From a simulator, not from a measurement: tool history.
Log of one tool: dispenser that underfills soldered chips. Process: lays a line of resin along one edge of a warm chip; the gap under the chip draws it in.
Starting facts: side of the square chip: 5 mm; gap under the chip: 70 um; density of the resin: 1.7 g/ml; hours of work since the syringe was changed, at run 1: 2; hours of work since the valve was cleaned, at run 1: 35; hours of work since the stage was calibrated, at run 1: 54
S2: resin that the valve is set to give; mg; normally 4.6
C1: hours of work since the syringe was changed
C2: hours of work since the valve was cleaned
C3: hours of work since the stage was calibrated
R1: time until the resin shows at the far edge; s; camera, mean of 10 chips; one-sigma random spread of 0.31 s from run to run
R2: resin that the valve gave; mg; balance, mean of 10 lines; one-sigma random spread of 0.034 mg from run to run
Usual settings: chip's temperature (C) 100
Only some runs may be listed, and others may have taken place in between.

run 1 hour=0 | chip's_temperature_(C)=100 S2=4.6 | C1=2 C2=35 C3=54 | R1=8.3 R2=4.51
run 2 hour=5.4 | chip's_temperature_(C)=100 S2=4.6 | C1=6 C2=39 C3=58 | R1=12.5 R2=4.41
-- hour=9.5 new syringe of resin
run 3 hour=14.1 | chip's_temperature_(C)=100 S2=3.91 | C1=4 C2=46 C3=64 | R1=10.7 R2=3.77
run 4 hour=20.4 | chip's_temperature_(C)=100 S2=5.93 | C1=9 C2=51 C3=69 | R1=14.6 R2=5.69
-- hour=21.9 new syringe of resin
run 5 hour=26 | chip's_temperature_(C)=100 S2=4.6 | C1=3 C2=55 C3=74 | R1=9.2 R2=4.45
-- hour=32.3 dispensing valve cleaned and set on the balance
run 6 hour=33.5 | chip's_temperature_(C)=100 S2=4.34 | C1=8 C2=1 C3=79 | R1=14.6 R2=4.35
-- hour=35.7 new syringe of resin
run 7 hour=39.8 | chip's_temperature_(C)=100 S2=4.34 | C1=3 C2=6 C3=84 | R1=8.7 R2=4.28
run 8 hour=44.2 | chip's_temperature_(C)=100 S2=4.6 | C1=7 C2=9 C3=87 | R1=12.4 R2=4.52
-- hour=48.2 new syringe of resin
run 9 hour=48.5 | chip's_temperature_(C)=100 S2=4.6 | C1=0 C2=12 C3=90 | R1=7.3 R2=4.55
run 10 hour=53.5 | chip's_temperature_(C)=100 S2=4.6 | C1=4 C2=16 C3=94 | R1=9.8 R2=4.58
run 11 hour=57 | chip's_temperature_(C)=100 S2=4.6 | C1=7 C2=19 C3=97 | R1=13.4 R2=4.5
-- hour=60.8 new syringe of resin
run 12 hour=65.7 | chip's_temperature_(C)=100 S2=4.98 | C1=4 C2=26 C3=104 | R1=10.1 R2=4.91
run 13 hour=71.7 | chip's_temperature_(C)=100 S2=4.6 | C1=9 C2=30 C3=108 | R1=15.3 R2=4.47
-- hour=73.2 new syringe of resin
run 14 hour=77.6 | chip's_temperature_(C)=100 S2=5.82 | C1=3 C2=35 C3=113 | R1=9 R2=5.66
run 15 hour=82.8 | chip's_temperature_(C)=100 S2=5.82 | C1=8 C2=39 C3=117 | R1=13.4 R2=5.7
-- hour=85.4 new syringe of resin
run 16 hour=88.7 | chip's_temperature_(C)=100 S2=5.82 | C1=3 C2=43 C3=121 | R1=9 R2=5.66
run 17 hour=93.2 | chip's_temperature_(C)=100 S2=5.82 | C1=6 C2=47 C3=125 | R1=11.6 R2=5.59
-- hour=97.8 new syringe of resin
run 18 hour=99.2 | chip's_temperature_(C)=100 S2=5.82 | C1=1 C2=52 C3=129 | R1=7.4 R2=5.62
run 19 hour=106 | chip's_temperature_(C)=99 S2=4.91 | C1=7 C2=57 C3=135 | R1=12 R2=4.76
-- hour=110.3 dispensing valve cleaned and set on the balance
-- hour=111.1 new syringe of resin
run 20 hour=114.2 | chip's_temperature_(C)=99 S2=4.91 | C1=2 C2=3 C3=140 | R1=9.1 R2=4.92
run 21 hour=122.2 | chip's_temperature_(C)=99 S2=4.91 | C1=9 C2=9 C3=147 | R1=15.3 R2=4.83
-- hour=123.5 new syringe of resin
run 22 hour=129 | chip's_temperature_(C)=99 S2=4.98 | C1=4 C2=14 C3=152 | R1=10.6 R2=4.93
-- hour=136.2 new syringe of resin
run 23 hour=136.9 | chip's_temperature_(C)=109 S2=4.15 | C1=1 C2=20 C3=158 | R1=6.3 R2=4.12
run 24 hour=145.5 | chip's_temperature_(C)=92 S2=4.64 | C1=7 C2=27 C3=165 | R1=15.8 R2=4.57
-- hour=148.8 new syringe of resin
run 25 hour=152.1 | chip's_temperature_(C)=91 S2=4.03 | C1=3 C2=32 C3=170 | R1=10.9 R2=3.93
run 26 hour=155.8 | chip's_temperature_(C)=108 S2=4.82 | C1=6 C2=35 C3=172 | R1=8.7 R2=4.62

What does the tool deliver on the next run?
-- hour=161.3 new syringe of resin
run 27 hour=162.8 | chip's_temperature_(C)=93 S2=4.05 | C1=1 C2=40 C3=178 | R1=? R2=?

R1: 9.9 s
R2: 3.95 mg
Without the tool's hidden state the same run would have given R1 9.2 s, R2 4.07 mg.

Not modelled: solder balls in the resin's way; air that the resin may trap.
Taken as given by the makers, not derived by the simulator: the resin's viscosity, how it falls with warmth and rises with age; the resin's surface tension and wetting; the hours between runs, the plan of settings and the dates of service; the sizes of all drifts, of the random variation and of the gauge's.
